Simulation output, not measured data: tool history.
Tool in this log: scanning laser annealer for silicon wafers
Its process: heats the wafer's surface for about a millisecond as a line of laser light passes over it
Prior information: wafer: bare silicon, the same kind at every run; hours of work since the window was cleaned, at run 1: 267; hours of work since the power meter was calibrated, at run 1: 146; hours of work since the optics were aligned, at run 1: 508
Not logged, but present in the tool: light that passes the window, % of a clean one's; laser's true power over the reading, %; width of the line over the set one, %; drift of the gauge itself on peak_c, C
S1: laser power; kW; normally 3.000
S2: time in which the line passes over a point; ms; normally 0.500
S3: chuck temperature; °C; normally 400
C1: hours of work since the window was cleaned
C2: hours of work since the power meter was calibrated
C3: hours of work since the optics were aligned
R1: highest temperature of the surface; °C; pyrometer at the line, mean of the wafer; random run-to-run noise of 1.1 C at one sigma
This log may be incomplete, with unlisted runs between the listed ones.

run 1 hour=0.0 | S1=3.000 S2=0.500 S3=400 | C1=267 C2=146 C3=508 | R1=1176
run 2 hour=27.5 | S1=3.000 S2=0.500 S3=400 | C1=284 C2=163 C3=526 | R1=1173
run 3 hour=53.9 | S1=3.000 S2=0.500 S3=400 | C1=301 C2=180 C3=542 | R1=1173
run 4 hour=89.2 | S1=3.000 S2=0.500 S3=400 | C1=323 C2=202 C3=564 | R1=1173
run 5 hour=113.1 | S1=3.000 S2=0.500 S3=396 | C1=338 C2=217 C3=579 | R1=1169
run 6 hour=140.5 | S1=3.000 S2=0.500 S3=362 | C1=355 C2=234 C3=596 | R1=1134
run 7 hour=161.7 | S1=3.000 S2=0.500 S3=362 | C1=368 C2=248 C3=610 | R1=1135
run 8 hour=184.6 | S1=3.000 S2=0.500 S3=362 | C1=383 C2=262 C3=624 | R1=1134
run 9 hour=203.1 | S1=3.000 S2=0.500 S3=362 | C1=394 C2=274 C3=636 | R1=1132
run 10 hour=232.2 | S1=3.000 S2=0.500 S3=362 | C1=413 C2=292 C3=654 | R1=1133
run 11 hour=267.8 | S1=3.000 S2=0.500 S3=362 | C1=435 C2=314 C3=676 | R1=1131
run 12 hour=299.3 | S1=3.000 S2=0.500 S3=408 | C1=455 C2=334 C3=696 | R1=1179
run 13 hour=325.4 | S1=3.000 S2=0.561 S3=408 | C1=471 C2=350 C3=713 | R1=1227
run 14 hour=352.1 | S1=3.000 S2=0.561 S3=408 | C1=488 C2=367 C3=729 | R1=1228
run 15 hour=370.9 | S1=3.000 S2=0.500 S3=400 | C1=500 C2=379 C3=741 | R1=1168
run 16 hour=394.7 | S1=3.000 S2=0.500 S3=400 | C1=515 C2=394 C3=756 | R1=1168
run 17 hour=427.2 | S1=3.000 S2=0.500 S3=400 | C1=535 C2=414 C3=776 | R1=1167
run 18 hour=463.0 | S1=3.000 S2=0.500 S3=400 | C1=557 C2=437 C3=799 | R1=1168
run 19 hour=499.0 | S1=2.817 S2=0.500 S3=400 | C1=580 C2=459 C3=821 | R1=1110
run 20 hour=522.3 | S1=2.817 S2=0.500 S3=400 | C1=595 C2=474 C3=836 | R1=1111
run 21 hour=545.8 | S1=2.817 S2=0.500 S3=400 | C1=609 C2=489 C3=851 | R1=1112
run 22 hour=577.6 | S1=2.719 S2=0.500 S3=400 | C1=629 C2=509 C3=871 | R1=1080
run 23 hour=599.0 | S1=2.719 S2=0.500 S3=400 | C1=643 C2=522 C3=884 | R1=1079
run 24 hour=629.8 | S1=2.719 S2=0.500 S3=400 | C1=662 C2=541 C3=903 | R1=1079
run 25 hour=655.3 | S1=2.605 S2=0.500 S3=439 | C1=678 C2=557 C3=919 | R1=1085
run 26 hour=684.8 | S1=3.000 S2=0.460 S3=435 | C1=697 C2=576 C3=938 | R1=1163
run 27 hour=708.6 | S1=2.708 S2=0.574 S3=418 | C1=712 C2=591 C3=953 | R1=1146
run 28 hour=728.2 | S1=2.939 S2=0.361 S3=427 | C1=724 C2=603 C3=965 | R1=1049
run 29 hour=757.8 | S1=2.939 S2=0.357 S3=378 | C1=742 C2=622 C3=984 | R1=992
run 30 hour=792.3 | S1=2.939 S2=0.357 S3=378 | C1=764 C2=643 C3=1005 | R1=997
run 31 hour=826.1 | S1=2.939 S2=0.357 S3=378 | C1=785 C2=665 C3=1027 | R1=994
run 32 hour=854.5 | S1=3.084 S2=0.501 S3=436 | C1=803 C2=682 C3=1045 | R1=1221
run 33 hour=886.8 | S1=3.084 S2=0.501 S3=436 | C1=823 C2=703 C3=1065 | R1=1223
run 34 hour=916.9 | S1=3.084 S2=0.501 S3=436 | C1=842 C2=722 C3=1084 | R1=1222
-- hour=923.3 window over the wafer cleaned
run 35 hour=941.2 | S1=2.672 S2=0.359 S3=391 | C1=11 C2=736 C3=1098 | R1=958
run 36 hour=965.5 | S1=3.154 S2=0.500 S3=435 | C1=26 C2=751 C3=1113 | R1=1266
run 37 hour=1000.6 | S1=2.987 S2=0.460 S3=427 | C1=48 C2=773 C3=1135 | R1=1169
run 38 hour=1022.5 | S1=2.780 S2=0.500 S3=400 | C1=62 C2=787 C3=1149 | R1=1113
run 39 hour=1038.7 | S1=3.000 S2=0.590 S3=400 | C1=72 C2=797 C3=1159 | R1=1255
run 40 hour=1055.5 | S1=2.764 S2=0.590 S3=360 | C1=83 C2=807 C3=1169 | R1=1135

Describe how what the log doesn't record of the tool's condition differs between the last listed run preceding each entry between runs and the first listed run following it.
Run 34 -> run 35: window over the wafer cleaned (hour 923.3)
  light that passes the window, % of a clean one's: 97.29 -> 99.84; laser's true power over the reading, %: 0.2 -> 0.21; width of the line over the set one, %: 1.07 -> 1.08
  measured minus no-state result, R1: -30 -> -4 °C
